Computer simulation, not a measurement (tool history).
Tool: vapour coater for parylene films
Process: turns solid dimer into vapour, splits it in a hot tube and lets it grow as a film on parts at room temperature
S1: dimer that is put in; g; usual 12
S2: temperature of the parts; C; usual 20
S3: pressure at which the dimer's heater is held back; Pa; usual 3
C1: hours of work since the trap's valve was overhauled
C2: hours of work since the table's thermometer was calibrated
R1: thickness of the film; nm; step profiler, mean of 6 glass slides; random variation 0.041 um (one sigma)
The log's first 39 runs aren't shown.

| run | day | S1 | S2 | S3 | C1 | C2 | R1 |
|---|---|---|---|---|---|---|---|
| 40 | 28.267 | 13 | 15 | 7.35 | 302 | 96 | 4570 |
| 41 | 29.229 | 11 | 13 | 3.86 | 312 | 106 | 4250 |
| 42 | 30.125 | 12 | 20 | 4.11 | 322 | 116 | 3920 |
| 43 | 31.038 | 12 | 18 | 5.93 | 331 | 126 | 3980 |
| 44 | 31.729 | 10 | 21 | 4.48 | 339 | 133 | 3140 |
| 45 | 32.483 | 10 | 21 | 4.48 | 346 | 141 | 3160 |
| 46 | 33.354 | 12 | 20 | 2.24 | 356 | 150 | 4150 |
| 47 | 34.1 | 12 | 18 | 2.24 | 364 | 158 | 4360 |

Forecast each of these 4 alternatives for the next run:
| A | 34.7 | 15 | 30 | 3 | 370 | 164 | ? |
| B | 34.7 | 9 | 20 | 2.71 | 370 | 164 | ? |
| C | 34.7 | 7 | 12 | 5.77 | 370 | 164 | ? |
| D | 34.7 | 12 | 20 | 11.68 | 370 | 164 | ? |

| run | R1 |
|---|---|
| A | 3940 |
| B | 3020 |
| C | 2620 |
| D | 3410 |
Without the tool's hidden state the same runs would have given:
| run | R1 |
|---|---|
| A | 4370 |
| B | 3360 |
| C | 2910 |
| D | 3790 |

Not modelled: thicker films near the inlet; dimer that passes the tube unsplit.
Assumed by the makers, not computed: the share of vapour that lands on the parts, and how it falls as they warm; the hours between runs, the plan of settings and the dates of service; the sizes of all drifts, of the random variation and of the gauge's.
